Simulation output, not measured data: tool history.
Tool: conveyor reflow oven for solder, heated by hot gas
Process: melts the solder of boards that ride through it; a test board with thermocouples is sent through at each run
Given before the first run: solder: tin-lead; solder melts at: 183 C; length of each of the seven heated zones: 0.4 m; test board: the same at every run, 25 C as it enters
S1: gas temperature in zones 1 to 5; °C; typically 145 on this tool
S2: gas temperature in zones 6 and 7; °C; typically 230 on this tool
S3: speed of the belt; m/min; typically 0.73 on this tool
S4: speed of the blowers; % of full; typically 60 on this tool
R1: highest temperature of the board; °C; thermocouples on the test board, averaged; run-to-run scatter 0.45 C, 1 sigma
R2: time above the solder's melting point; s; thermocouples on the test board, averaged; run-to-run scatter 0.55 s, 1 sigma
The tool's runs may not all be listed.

run 1 day=0 | S1=145 S2=230 S3=0.73 S4=60 | R1=202.7 R2=35.2
run 2 day=2.642 | S1=145 S2=230 S3=0.73 S4=60 | R1=200.7 R2=34.1
run 3 day=4.338 | S1=145 S2=230 S3=0.73 S4=65 | R1=204.3 R2=37.1
run 4 day=7.054 | S1=145 S2=242 S3=0.73 S4=65 | R1=211.5 R2=44.3
-- day=8.762 flux residue cleaned out of gas plates and filters
run 5 day=8.762 | S1=157 S2=230 S3=0.73 S4=60 | R1=207.7 R2=47.7
run 6 day=11.288 | S1=145 S2=230 S3=0.608 S4=60 | R1=209.8 R2=56.2
run 7 day=13.4 | S1=145 S2=230 S3=0.608 S4=53 | R1=207.9 R2=50.3
run 8 day=15.829 | S1=134 S2=230 S3=0.608 S4=53 | R1=205.3 R2=43.1
run 9 day=17.654 | S1=145 S2=230 S3=0.73 S4=60 | R1=203.3 R2=37.6
run 10 day=20.971 | S1=145 S2=230 S3=0.73 S4=60 | R1=202.4 R2=36.3
run 11 day=24.046 | S1=145 S2=230 S3=0.73 S4=60 | R1=201.2 R2=35.6
-- day=24.417 belt drive overhauled, speed set with a stopwatch
run 12 day=27.054 | S1=145 S2=230 S3=0.73 S4=60 | R1=200.8 R2=34.6
run 13 day=29.55 | S1=145 S2=230 S3=0.73 S4=60 | R1=200.4 R2=34.6
run 14 day=31.192 | S1=158 S2=242 S3=0.73 S4=60 | R1=212.9 R2=51.4

Run 15 comes next. What will it give?
-- day=33.45 flux residue cleaned out of gas plates and filters
run 15 day=33.646 | S1=145 S2=230 S3=0.804 S4=60 | R1=? R2=?

R1: 200.8 °C
R2: 31.5 s
With the hidden condition absent and the run-to-run variation left alone, this run would have shown R1 201.9 °C, R2 32.3 s.

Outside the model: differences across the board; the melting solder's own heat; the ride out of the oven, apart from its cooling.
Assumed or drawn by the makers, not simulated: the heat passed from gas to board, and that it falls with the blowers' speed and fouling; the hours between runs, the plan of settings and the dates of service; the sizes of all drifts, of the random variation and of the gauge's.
